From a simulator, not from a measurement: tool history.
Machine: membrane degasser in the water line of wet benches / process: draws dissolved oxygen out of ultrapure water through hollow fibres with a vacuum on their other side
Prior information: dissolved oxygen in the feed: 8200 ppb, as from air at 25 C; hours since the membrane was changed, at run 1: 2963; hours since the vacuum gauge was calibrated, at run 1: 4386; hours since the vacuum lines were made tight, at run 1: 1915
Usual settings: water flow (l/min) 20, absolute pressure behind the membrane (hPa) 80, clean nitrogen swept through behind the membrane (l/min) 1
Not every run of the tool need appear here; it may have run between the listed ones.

run,hour,water flow (l/min),absolute pressure behind the membrane (hPa),clean nitrogen swept through behind the membrane (l/min),hours since the membrane was changed,hours since the vacuum gauge was calibrated,hours since the vacuum lines were made tight,dissolved oxygen in the water behind the degasser (ppb),pressure that the water loses in the fibres (hPa)
1,0,20,80,1,2963,4386,1915,251.1,663.2
2,71.7,20,80,1,3035,4458,1986,251.9,660
3,124,20,80,1,3087,4510,2039,251.9,666.8
4,195.5,20,80,1,3158,4582,2110,251.2,664.7
# hour 243.2: vacuum gauge calibrated
5,245.9,20,80,1,3208,3,2160,254.2,657.1
6,293,20,80,1,3255,50,2207,250.9,661.3
7,359.8,20,80,1,3322,117,2274,250.8,660.6
8,404.1,20,80,1,3367,161,2318,250.3,663.9
9,477,20,80,0.65,3439,234,2391,341.7,659.7
10,535.7,20,63.6,0.65,3498,292,2450,241.5,660.8
11,587.2,20,80,1.13,3550,344,2501,230.6,661.9
12,630.6,20,80,1.72,3593,387,2545,172.6,666.9
13,709.8,20,80,1.72,3672,467,2624,172.6,661.6
14,780,20,80,1.72,3742,537,2694,172,660.1
15,857.4,20,80,1.4,3820,614,2772,197.9,660.7
16,933.6,20,80,1.4,3896,690,2848,197.5,658.8
17,970.1,20,88.3,1.4,3933,727,2884,224.3,658
18,1026.4,20,88.3,1.4,3989,783,2941,224,660.8
19,1103.7,13,88.3,1.4,4066,860,3018,126.4,430.9
20,1175.6,13,64.1,1.9,4138,932,3090,56.7,432.1
21,1238.6,22,150.4,1,4201,995,3153,599,729
22,1275.4,12,80,2.61,4238,1032,3189,55.9,397.6
23,1332.4,12,118,1.37,4295,1089,3246,179.7,394.7
24,1400.5,31,175.6,0.98,4363,1157,3315,1071.7,1027.7
25,1454.1,13,119.3,0.76,4416,1211,3368,331.9,432.9
26,1523.6,19,158.8,1.31,4486,1280,3438,433.8,633.8
27,1572.3,19,158.8,1.98,4535,1329,3486,313.3,629.3
28,1635.3,19,158.8,1.98,4598,1392,3549,312.9,628.7
29,1707.3,13,71.5,0.65,4670,1464,3621,177.2,427.5
30,1753.9,13,71.5,0.65,4716,1511,3668,177.6,431
31,1808,17,74.5,1,4770,1565,3722,179.8,564.1
32,1859.9,13,52,1,4822,1617,3774,64.1,427.7

Hidden condition of the tool, last listed run before each entry between runs versus first listed run after:
Runs 4 to 5: vacuum gauge calibrated (hour 243.2)
  the hidden state is the same at both runs

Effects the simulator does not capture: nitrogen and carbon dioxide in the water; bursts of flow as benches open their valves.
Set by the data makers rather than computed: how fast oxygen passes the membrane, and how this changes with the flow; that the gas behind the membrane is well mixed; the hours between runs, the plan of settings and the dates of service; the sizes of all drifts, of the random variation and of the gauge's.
